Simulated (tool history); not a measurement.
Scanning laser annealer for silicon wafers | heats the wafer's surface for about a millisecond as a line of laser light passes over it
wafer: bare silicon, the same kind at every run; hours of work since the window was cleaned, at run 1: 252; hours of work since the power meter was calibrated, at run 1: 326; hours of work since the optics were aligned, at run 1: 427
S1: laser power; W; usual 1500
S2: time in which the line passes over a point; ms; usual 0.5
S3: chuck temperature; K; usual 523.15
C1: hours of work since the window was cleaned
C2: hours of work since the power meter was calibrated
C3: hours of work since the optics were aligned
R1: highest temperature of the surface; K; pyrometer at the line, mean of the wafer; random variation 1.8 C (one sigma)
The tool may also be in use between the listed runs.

| run | hour | S1 | S2 | S3 | C1 | C2 | C3 | R1 |
|---|---|---|---|---|---|---|---|---|
| 1 | 0 | 1500 | 0.5 | 523.15 | 252 | 326 | 427 | 1291.15 |
| 2 | 13.8 | 1500 | 0.5 | 523.15 | 263 | 337 | 438 | 1289.15 |
| 3 | 33.4 | 1500 | 0.5 | 545.15 | 277 | 352 | 452 | 1310.15 |
| 4 | 59.7 | 1500 | 0.5 | 545.15 | 297 | 371 | 472 | 1309.15 |
| 5 | 81.6 | 1500 | 0.5 | 545.15 | 314 | 388 | 489 | 1307.15 |
|  | 87.5 | laser's power meter calibrated |
| 6 | 113.5 | 1500 | 0.5 | 511.15 | 336 | 20 | 511 | 1274.15 |
| 7 | 142.4 | 1500 | 0.5 | 523.15 | 358 | 41 | 532 | 1282.15 |
| 8 | 157.2 | 1500 | 0.5 | 552.15 | 369 | 53 | 544 | 1318.15 |
| 9 | 179.2 | 1500 | 0.5 | 552.15 | 385 | 69 | 560 | 1313.15 |
|  | 191.4 | laser's power meter calibrated, once more |
| 10 | 197.7 | 1500 | 0.57 | 533.15 | 397 | 5 | 572 | 1345.15 |
| 11 | 222.6 | 1500 | 0.57 | 533.15 | 416 | 24 | 591 | 1347.15 |
| 12 | 246.8 | 1500 | 0.57 | 533.15 | 434 | 42 | 609 | 1346.15 |
| 13 | 272.4 | 1500 | 0.57 | 533.15 | 453 | 61 | 628 | 1341.15 |
| 14 | 304 | 1619 | 0.57 | 542.15 | 477 | 85 | 652 | 1434.15 |

Forecast each of these 5 alternatives for the next run:
| A | 336.7 | 1619 | 0.57 | 507.15 | 502 | 110 | 677 | ? |
| B | 336.7 | 1597 | 0.57 | 517.15 | 502 | 110 | 677 | ? |
| C | 336.7 | 1366 | 0.611 | 486.15 | 502 | 110 | 677 | ? |
| D | 336.7 | 1289 | 0.57 | 542.15 | 502 | 110 | 677 | ? |
| E | 336.7 | 1500 | 0.414 | 508.15 | 502 | 110 | 677 | ? |

| run | R1 |
|---|---|
| A | 1397.15 |
| B | 1389.15 |
| C | 1234.15 |
| D | 1209.15 |
| E | 1192.15 |
Without the tool's hidden state the same runs would have given:
| run | R1 |
|---|---|
| A | 1435.15 |
| B | 1426.15 |
| C | 1266.15 |
| D | 1237.15 |
| E | 1221.15 |
